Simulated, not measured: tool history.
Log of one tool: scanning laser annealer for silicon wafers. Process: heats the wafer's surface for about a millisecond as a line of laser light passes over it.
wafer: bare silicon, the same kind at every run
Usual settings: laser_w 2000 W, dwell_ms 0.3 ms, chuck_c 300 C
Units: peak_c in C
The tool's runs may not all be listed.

run 1 hour=0 | laser_w=2000 dwell_ms=0.3 chuck_c=300 | peak_c=1122
run 2 hour=67.8 | laser_w=2000 dwell_ms=0.3 chuck_c=300 | peak_c=1120
run 3 hour=100.5 | laser_w=2000 dwell_ms=0.3 chuck_c=300 | peak_c=1118
run 4 hour=144 | laser_w=2000 dwell_ms=0.3 chuck_c=300 | peak_c=1117
run 5 hour=187.4 | laser_w=1716 dwell_ms=0.3 chuck_c=300 | peak_c=985
run 6 hour=220.4 | laser_w=1716 dwell_ms=0.3 chuck_c=300 | peak_c=987
run 7 hour=253.7 | laser_w=2000 dwell_ms=0.3 chuck_c=296 | peak_c=1115
run 8 hour=296.9 | laser_w=2111 dwell_ms=0.303 chuck_c=300 | peak_c=1179
run 9 hour=355.4 | laser_w=1793 dwell_ms=0.353 chuck_c=310 | peak_c=1104
run 10 hour=396 | laser_w=1793 dwell_ms=0.353 chuck_c=310 | peak_c=1108
run 11 hour=432 | laser_w=1793 dwell_ms=0.353 chuck_c=310 | peak_c=1106
run 12 hour=465.7 | laser_w=1793 dwell_ms=0.353 chuck_c=310 | peak_c=1105
run 13 hour=524 | laser_w=1842 dwell_ms=0.355 chuck_c=310 | peak_c=1135
run 14 hour=572.5 | laser_w=1923 dwell_ms=0.288 chuck_c=319 | peak_c=1084

Forecast each of these 5 alternatives for the next run:
-- hour=633 window over the wafer cleaned
run A hour=638.9 | laser_w=1923 dwell_ms=0.288 chuck_c=328 | peak_c=?
-- hour=633 window over the wafer cleaned
run B hour=638.9 | laser_w=2098 dwell_ms=0.3 chuck_c=300 | peak_c=?
-- hour=633 window over the wafer cleaned
run C hour=638.9 | laser_w=2000 dwell_ms=0.3 chuck_c=284 | peak_c=?
-- hour=633 window over the wafer cleaned
run D hour=638.9 | laser_w=1926 dwell_ms=0.288 chuck_c=319 | peak_c=?
-- hour=633 window over the wafer cleaned
run E hour=638.9 | laser_w=1848 dwell_ms=0.378 chuck_c=290 | peak_c=?

run=A peak_c=1092
run=B peak_c=1166
run=C peak_c=1108
run=D peak_c=1086
run=E peak_c=1147
Without the tool's hidden state the same runs would have given:
run=A peak_c=1092
run=B peak_c=1166
run=C peak_c=1108
run=D peak_c=1086
run=E peak_c=1148
